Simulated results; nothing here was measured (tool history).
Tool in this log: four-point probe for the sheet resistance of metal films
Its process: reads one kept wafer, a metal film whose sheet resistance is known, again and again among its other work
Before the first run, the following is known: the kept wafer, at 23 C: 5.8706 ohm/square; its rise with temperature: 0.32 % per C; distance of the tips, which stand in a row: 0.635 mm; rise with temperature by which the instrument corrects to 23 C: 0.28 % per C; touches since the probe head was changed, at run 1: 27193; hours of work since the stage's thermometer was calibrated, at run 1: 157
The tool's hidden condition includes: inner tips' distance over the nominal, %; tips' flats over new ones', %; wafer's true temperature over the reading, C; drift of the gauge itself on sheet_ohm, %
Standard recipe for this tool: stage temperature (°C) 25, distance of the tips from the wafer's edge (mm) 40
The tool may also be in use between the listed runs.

| run | day | stage temperature (°C) | distance of the tips from the wafer's edge (mm) | touches since the probe head was changed | hours of work since the stage's thermometer was calibrated | sheet resistance as the instrument gives it (ohm/square) |
|---|---|---|---|---|---|---|
| 1 | 0.000 | 25 | 40 | 27193 | 157 | 5.898876 |
| 2 | 0.275 | 25 | 40 | 27314 | 160 | 5.897827 |
| 3 | 0.538 | 33 | 40 | 27430 | 163 | 5.916682 |
| 4 | 1.138 | 33 | 40 | 27695 | 170 | 5.916730 |
| 5 | 1.425 | 33 | 12 | 27823 | 174 | 5.925139 |
| 6 | 1.771 | 25 | 40 | 27975 | 178 | 5.900331 |
| 7 | 2.196 | 32 | 40 | 28163 | 183 | 5.917292 |
| 8 | 2.650 | 25 | 15 | 28363 | 188 | 5.905562 |
| 9 | 3.008 | 18 | 40 | 28521 | 192 | 5.887719 |
| 10 | 3.488 | 18 | 40 | 28733 | 198 | 5.884157 |
| 11 | 4.029 | 18 | 40 | 28972 | 204 | 5.886871 |
| 12 | 4.546 | 18 | 40 | 29199 | 210 | 5.885668 |
| 13 | 4.821 | 34 | 7 | 29322 | 213 | 5.945702 |
| 14 | 5.242 | 21 | 30 | 29507 | 218 | 5.892074 |
| 15 | 5.704 | 29 | 8 | 29711 | 223 | 5.929073 |
| 16 | 6.046 | 22 | 40 | 29862 | 227 | 5.894448 |
| 17 | 6.512 | 26 | 40 | 30069 | 233 | 5.905127 |
| 18 | 7.108 | 19 | 5 | 30331 | 240 | 5.938795 |
| 19 | 7.438 | 25 | 53 | 30477 | 244 | 5.899293 |
| 20 | 7.825 | 23 | 53 | 30647 | 248 | 5.898260 |
| 21 | 8.129 | 23 | 53 | 30782 | 252 | 5.899937 |
| 22 | 8.725 | 22 | 40 | 31045 | 259 | 5.894992 |
| 23 | 9.346 | 21 | 5 | 31319 | 266 | 5.941716 |
| 24 | 9.721 | 21 | 5 | 31484 | 270 | 5.943007 |

Each row is a separate what-if for the run after 24, all from the same tool condition, not one after another. Results?
| A | 10.154 | 25 | 21 | 31675 | 275 | ? |
| B | 10.154 | 30 | 4 | 31675 | 275 | ? |
| C | 10.154 | 34 | 5 | 31675 | 275 | ? |
| D | 10.154 | 22 | 4 | 31675 | 275 | ? |
| E | 10.154 | 32 | 6 | 31675 | 275 | ? |

| run | sheet resistance as the instrument gives it (ohm/square) |
|---|---|
| A | 5.906876 |
| B | 5.992333 |
| C | 5.974439 |
| D | 5.977254 |
| E | 5.954188 |
Without the tool's unlogged condition, the same runs would have read:
| run | sheet resistance as the instrument gives it (ohm/square) |
|---|---|
| A | 5.879427 |
| B | 5.964453 |
| C | 5.946579 |
| D | 5.949551 |
| E | 5.926441 |

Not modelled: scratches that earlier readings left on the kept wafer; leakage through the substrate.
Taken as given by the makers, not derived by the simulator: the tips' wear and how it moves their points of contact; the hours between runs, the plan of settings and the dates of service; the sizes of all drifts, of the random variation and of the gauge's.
